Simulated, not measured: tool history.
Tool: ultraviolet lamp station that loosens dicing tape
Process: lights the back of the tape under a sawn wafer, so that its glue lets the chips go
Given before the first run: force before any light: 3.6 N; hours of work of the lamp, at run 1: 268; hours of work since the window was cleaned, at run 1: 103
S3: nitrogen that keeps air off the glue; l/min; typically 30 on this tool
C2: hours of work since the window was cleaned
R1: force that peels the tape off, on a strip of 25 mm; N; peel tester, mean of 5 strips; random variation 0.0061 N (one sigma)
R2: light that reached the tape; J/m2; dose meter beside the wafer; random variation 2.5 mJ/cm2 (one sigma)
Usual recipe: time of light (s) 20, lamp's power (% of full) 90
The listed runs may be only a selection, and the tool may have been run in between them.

run 1 day=0 | time_of_light_(s)=20 lamp's_power_(%_of_full)=90 S3=30 | hours_of_work_of_the_lamp=268 C2=103 | R1=0.19 R2=2970
run 2 day=0.929 | time_of_light_(s)=14 lamp's_power_(%_of_full)=90 S3=30 | hours_of_work_of_the_lamp=278 C2=113 | R1=0.25 R2=2120
run 3 day=1.733 | time_of_light_(s)=14 lamp's_power_(%_of_full)=90 S3=30 | hours_of_work_of_the_lamp=287 C2=121 | R1=0.257 R2=2080
run 4 day=2.679 | time_of_light_(s)=14 lamp's_power_(%_of_full)=90 S3=30 | hours_of_work_of_the_lamp=297 C2=132 | R1=0.253 R2=2100
run 5 day=3.542 | time_of_light_(s)=14 lamp's_power_(%_of_full)=90 S3=30 | hours_of_work_of_the_lamp=307 C2=141 | R1=0.249 R2=2100
run 6 day=4.475 | time_of_light_(s)=20 lamp's_power_(%_of_full)=90 S3=30 | hours_of_work_of_the_lamp=317 C2=151 | R1=0.178 R2=2990
run 7 day=5.188 | time_of_light_(s)=20 lamp's_power_(%_of_full)=90 S3=30 | hours_of_work_of_the_lamp=324 C2=159 | R1=0.171 R2=3020
run 8 day=6.012 | time_of_light_(s)=20 lamp's_power_(%_of_full)=90 S3=30 | hours_of_work_of_the_lamp=333 C2=168 | R1=0.178 R2=2960
run 9 day=6.75 | time_of_light_(s)=20 lamp's_power_(%_of_full)=90 S3=30 | hours_of_work_of_the_lamp=341 C2=175 | R1=0.177 R2=2980
run 10 day=7.517 | time_of_light_(s)=20 lamp's_power_(%_of_full)=90 S3=30 | hours_of_work_of_the_lamp=350 C2=184 | R1=0.166 R2=3000
run 11 day=8.025 | time_of_light_(s)=28 lamp's_power_(%_of_full)=90 S3=30 | hours_of_work_of_the_lamp=355 C2=189 | R1=0.16 R2=4190
run 12 day=9.242 | time_of_light_(s)=28 lamp's_power_(%_of_full)=90 S3=30 | hours_of_work_of_the_lamp=368 C2=202 | R1=0.159 R2=4250
-- day=9.396 window cleaned of glue's vapour
run 13 day=10.408 | time_of_light_(s)=20 lamp's_power_(%_of_full)=90 S3=10 | hours_of_work_of_the_lamp=380 C2=11 | R1=0.307 R2=3020
run 14 day=11.021 | time_of_light_(s)=20 lamp's_power_(%_of_full)=90 S3=10 | hours_of_work_of_the_lamp=387 C2=17 | R1=0.295 R2=2990
run 15 day=12.2 | time_of_light_(s)=20 lamp's_power_(%_of_full)=90 S3=31 | hours_of_work_of_the_lamp=400 C2=30 | R1=0.164 R2=3040
run 16 day=13.083 | time_of_light_(s)=20 lamp's_power_(%_of_full)=90 S3=13 | hours_of_work_of_the_lamp=409 C2=40 | R1=0.254 R2=2980
run 17 day=13.921 | time_of_light_(s)=20 lamp's_power_(%_of_full)=90 S3=30 | hours_of_work_of_the_lamp=418 C2=49 | R1=0.181 R2=3040
run 18 day=14.733 | time_of_light_(s)=20 lamp's_power_(%_of_full)=90 S3=30 | hours_of_work_of_the_lamp=427 C2=58 | R1=0.176 R2=2960
run 19 day=15.725 | time_of_light_(s)=14 lamp's_power_(%_of_full)=90 S3=30 | hours_of_work_of_the_lamp=438 C2=68 | R1=0.254 R2=2110
run 20 day=16.812 | time_of_light_(s)=14 lamp's_power_(%_of_full)=90 S3=33 | hours_of_work_of_the_lamp=450 C2=80 | R1=0.237 R2=2070
run 21 day=17.371 | time_of_light_(s)=14 lamp's_power_(%_of_full)=90 S3=33 | hours_of_work_of_the_lamp=456 C2=86 | R1=0.237 R2=2090
run 22 day=18.404 | time_of_light_(s)=14 lamp's_power_(%_of_full)=90 S3=33 | hours_of_work_of_the_lamp=467 C2=97 | R1=0.236 R2=2080
run 23 day=19.617 | time_of_light_(s)=14 lamp's_power_(%_of_full)=94 S3=9 | hours_of_work_of_the_lamp=480 C2=110 | R1=0.52 R2=2170
run 24 day=20.321 | time_of_light_(s)=15 lamp's_power_(%_of_full)=90 S3=16 | hours_of_work_of_the_lamp=487 C2=118 | R1=0.353 R2=2240
run 25 day=21.262 | time_of_light_(s)=30 lamp's_power_(%_of_full)=75 S3=33 | hours_of_work_of_the_lamp=498 C2=128 | R1=0.163 R2=3720
run 26 day=21.758 | time_of_light_(s)=35 lamp's_power_(%_of_full)=98 S3=22 | hours_of_work_of_the_lamp=503 C2=133 | R1=0.164 R2=5760
run 27 day=22.771 | time_of_light_(s)=11 lamp's_power_(%_of_full)=69 S3=14 | hours_of_work_of_the_lamp=514 C2=144 | R1=0.905 R2=1260
run 28 day=23.912 | time_of_light_(s)=28 lamp's_power_(%_of_full)=83 S3=22 | hours_of_work_of_the_lamp=526 C2=157 | R1=0.165 R2=3910
run 29 day=24.458 | time_of_light_(s)=14 lamp's_power_(%_of_full)=73 S3=30 | hours_of_work_of_the_lamp=532 C2=162 | R1=0.335 R2=1710
run 30 day=25.175 | time_of_light_(s)=40 lamp's_power_(%_of_full)=82 S3=50 | hours_of_work_of_the_lamp=540 C2=170 | R1=0.157 R2=5410
run 31 day=26.275 | time_of_light_(s)=10 lamp's_power_(%_of_full)=97 S3=41 | hours_of_work_of_the_lamp=552 C2=182 | R1=0.318 R2=1620
run 32 day=27.317 | time_of_light_(s)=20 lamp's_power_(%_of_full)=98 S3=28 | hours_of_work_of_the_lamp=563 C2=193 | R1=0.163 R2=3250
run 33 day=28.117 | time_of_light_(s)=20 lamp's_power_(%_of_full)=98 S3=28 | hours_of_work_of_the_lamp=571 C2=202 | R1=0.178 R2=3280
-- day=28.317 window cleaned of glue's vapour
run 34 day=29.112 | time_of_light_(s)=20 lamp's_power_(%_of_full)=90 S3=46 | hours_of_work_of_the_lamp=582 C2=9 | R1=0.163 R2=3010
run 35 day=30.092 | time_of_light_(s)=20 lamp's_power_(%_of_full)=90 S3=46 | hours_of_work_of_the_lamp=593 C2=19 | R1=0.17 R2=3000
run 36 day=31.296 | time_of_light_(s)=16 lamp's_power_(%_of_full)=90 S3=18 | hours_of_work_of_the_lamp=605 C2=32 | R1=0.275 R2=2370
run 37 day=32.204 | time_of_light_(s)=16 lamp's_power_(%_of_full)=77 S3=39 | hours_of_work_of_the_lamp=615 C2=42 | R1=0.237 R2=2020
run 38 day=32.696 | time_of_light_(s)=31 lamp's_power_(%_of_full)=79 S3=30 | hours_of_work_of_the_lamp=621 C2=47 | R1=0.158 R2=4050
run 39 day=33.871 | time_of_light_(s)=31 lamp's_power_(%_of_full)=79 S3=30 | hours_of_work_of_the_lamp=633 C2=60 | R1=0.161 R2=4070
run 40 day=35.021 | time_of_light_(s)=31 lamp's_power_(%_of_full)=79 S3=30 | hours_of_work_of_the_lamp=646 C2=72 | R1=0.167 R2=4010
run 41 day=35.596 | time_of_light_(s)=28 lamp's_power_(%_of_full)=72 S3=34 | hours_of_work_of_the_lamp=652 C2=78 | R1=0.163 R2=3370
run 42 day=36.138 | time_of_light_(s)=20 lamp's_power_(%_of_full)=82 S3=15 | hours_of_work_of_the_lamp=658 C2=84 | R1=0.263 R2=2690
run 43 day=37.162 | time_of_light_(s)=22 lamp's_power_(%_of_full)=90 S3=29 | hours_of_work_of_the_lamp=669 C2=95 | R1=0.172 R2=3260
run 44 day=38.288 | time_of_light_(s)=23 lamp's_power_(%_of_full)=85 S3=30 | hours_of_work_of_the_lamp=681 C2=108 | R1=0.168 R2=3240

Alternative continuations, all from the tool just after run 44; predict every row:
run A day=39.308 | time_of_light_(s)=23 lamp's_power_(%_of_full)=85 S3=10 | hours_of_work_of_the_lamp=692 C2=119 | R1=? R2=?
run B day=39.308 | time_of_light_(s)=20 lamp's_power_(%_of_full)=68 S3=23 | hours_of_work_of_the_lamp=692 C2=119 | R1=? R2=?
run C day=39.308 | time_of_light_(s)=23 lamp's_power_(%_of_full)=85 S3=44 | hours_of_work_of_the_lamp=692 C2=119 | R1=? R2=?

run=A R1=0.269 R2=3230
run=B R1=0.261 R2=2270
run=C R1=0.166 R2=3220
With the hidden condition removed and each run's random variation left untouched, the same runs would have given:
run=A R1=0.268 R2=3230
run=B R1=0.26 R2=2270
run=C R1=0.166 R2=3230
